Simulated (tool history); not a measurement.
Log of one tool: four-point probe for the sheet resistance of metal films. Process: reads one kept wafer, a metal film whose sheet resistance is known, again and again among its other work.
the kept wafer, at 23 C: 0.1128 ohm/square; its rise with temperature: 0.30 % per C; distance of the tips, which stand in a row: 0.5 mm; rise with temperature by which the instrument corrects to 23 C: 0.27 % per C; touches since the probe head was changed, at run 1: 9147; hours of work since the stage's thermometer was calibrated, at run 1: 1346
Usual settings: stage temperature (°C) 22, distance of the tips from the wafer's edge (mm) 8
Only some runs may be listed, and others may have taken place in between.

run,hour,stage temperature (°C),distance of the tips from the wafer's edge (mm),touches since the probe head was changed,hours of work since the stage's thermometer was calibrated,sheet resistance as the instrument gives it (ohm/square)
1,0,22,8,9147,1346,0.113394
2,37.4,22,8,10877,1373,0.11341
3,77.4,22,3,12722,1400,0.114839
4,107.2,20,8,14102,1421,0.113368
5,138.6,22,8,15550,1443,0.113408
6,158.8,22,8,16487,1458,0.113425
# hour 162.1: stage's thermometer calibrated
7,187.7,22,8,17799,18,0.113353
8,207.7,22,5,18722,32,0.113729
9,225.5,22,5,19547,44,0.113749
10,262.6,26,19,21257,70,0.113324
# hour 265: stage's thermometer calibrated, once more
11,288.3,21,16,22425,16,0.113303
12,312.6,21,16,23546,33,0.113325
13,341.6,21,3,24887,54,0.114946

Consider 5 possible next runs. They are alternatives, not a sequence: every one starts from the tool as it was left by run 13. What does each give?
A,364.8,18,8,25957,70,?
B,364.8,21,6,25957,70,?
C,364.8,29,10,25957,70,?
D,364.8,28,49,25957,70,?
E,364.8,23,10,25957,70,?

run,sheet resistance as the instrument gives it (ohm/square)
A,0.113402
B,0.113686
C,0.113717
D,0.113556
E,0.113466
With no hidden state in the tool, these same runs would have given:
run,sheet resistance as the instrument gives it (ohm/square)
A,0.112855
B,0.113138
C,0.113169
D,0.113009
E,0.11292
